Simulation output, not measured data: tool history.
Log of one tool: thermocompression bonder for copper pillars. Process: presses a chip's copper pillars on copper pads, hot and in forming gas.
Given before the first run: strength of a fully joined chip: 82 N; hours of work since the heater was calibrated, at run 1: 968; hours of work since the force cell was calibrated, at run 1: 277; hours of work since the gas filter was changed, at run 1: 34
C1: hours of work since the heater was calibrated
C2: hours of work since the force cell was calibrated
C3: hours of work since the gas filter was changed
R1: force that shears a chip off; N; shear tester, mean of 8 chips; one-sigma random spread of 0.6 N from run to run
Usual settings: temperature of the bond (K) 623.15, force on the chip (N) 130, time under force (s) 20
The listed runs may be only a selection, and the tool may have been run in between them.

run 1 hour=0 | temperature_of_the_bond_(K)=623.15 force_on_the_chip_(N)=130 time_under_force_(s)=20 | C1=968 C2=277 C3=34 | R1=28.3
run 2 hour=12.3 | temperature_of_the_bond_(K)=623.15 force_on_the_chip_(N)=109 time_under_force_(s)=20 | C1=977 C2=286 C3=42 | R1=25.5
run 3 hour=26.7 | temperature_of_the_bond_(K)=623.15 force_on_the_chip_(N)=109 time_under_force_(s)=20 | C1=987 C2=296 C3=53 | R1=26.2
run 4 hour=40.4 | temperature_of_the_bond_(K)=623.15 force_on_the_chip_(N)=130 time_under_force_(s)=29 | C1=997 C2=306 C3=62 | R1=32.6
run 5 hour=55.1 | temperature_of_the_bond_(K)=623.15 force_on_the_chip_(N)=130 time_under_force_(s)=20 | C1=1007 C2=316 C3=73 | R1=28.2
run 6 hour=74.2 | temperature_of_the_bond_(K)=623.15 force_on_the_chip_(N)=156 time_under_force_(s)=20 | C1=1021 C2=330 C3=86 | R1=31.6
run 7 hour=86.3 | temperature_of_the_bond_(K)=623.15 force_on_the_chip_(N)=156 time_under_force_(s)=20 | C1=1029 C2=338 C3=95 | R1=30
run 8 hour=105.4 | temperature_of_the_bond_(K)=623.15 force_on_the_chip_(N)=130 time_under_force_(s)=20 | C1=1043 C2=352 C3=108 | R1=28.1
run 9 hour=118.5 | temperature_of_the_bond_(K)=623.15 force_on_the_chip_(N)=130 time_under_force_(s)=20 | C1=1052 C2=361 C3=117 | R1=27
-- hour=122.7 heater calibrated with a thermocouple chip
run 10 hour=143.7 | temperature_of_the_bond_(K)=623.15 force_on_the_chip_(N)=130 time_under_force_(s)=20 | C1=15 C2=377 C3=134 | R1=24
run 11 hour=155.8 | temperature_of_the_bond_(K)=623.15 force_on_the_chip_(N)=89 time_under_force_(s)=14 | C1=23 C2=386 C3=142 | R1=16.8
-- hour=172.3 heater calibrated with a thermocouple chip, once more
run 12 hour=182.7 | temperature_of_the_bond_(K)=636.15 force_on_the_chip_(N)=172 time_under_force_(s)=19 | C1=7 C2=404 C3=160 | R1=40.3
run 13 hour=201.8 | temperature_of_the_bond_(K)=636.15 force_on_the_chip_(N)=172 time_under_force_(s)=19 | C1=21 C2=417 C3=174 | R1=41.1
run 14 hour=212.7 | temperature_of_the_bond_(K)=636.15 force_on_the_chip_(N)=96 time_under_force_(s)=22 | C1=29 C2=425 C3=181 | R1=31.8
run 15 hour=235.1 | temperature_of_the_bond_(K)=636.15 force_on_the_chip_(N)=96 time_under_force_(s)=22 | C1=44 C2=441 C3=197 | R1=31.3
run 16 hour=250.8 | temperature_of_the_bond_(K)=636.15 force_on_the_chip_(N)=96 time_under_force_(s)=24 | C1=56 C2=452 C3=208 | R1=32.3
run 17 hour=270.1 | temperature_of_the_bond_(K)=636.15 force_on_the_chip_(N)=134 time_under_force_(s)=58 | C1=69 C2=465 C3=222 | R1=49.4
run 18 hour=289.6 | temperature_of_the_bond_(K)=645.15 force_on_the_chip_(N)=135 time_under_force_(s)=58 | C1=83 C2=479 C3=236 | R1=54.2

Predict the results of run 19:
run 19 hour=303.4 | temperature_of_the_bond_(K)=640.15 force_on_the_chip_(N)=109 time_under_force_(s)=23 | C1=93 C2=489 C3=246 | R1=?

{"run 19": {"R1": 35.4}}
Were there no unlogged condition in the tool, this run, its random variation unchanged, would have produced R1 38.6 N.

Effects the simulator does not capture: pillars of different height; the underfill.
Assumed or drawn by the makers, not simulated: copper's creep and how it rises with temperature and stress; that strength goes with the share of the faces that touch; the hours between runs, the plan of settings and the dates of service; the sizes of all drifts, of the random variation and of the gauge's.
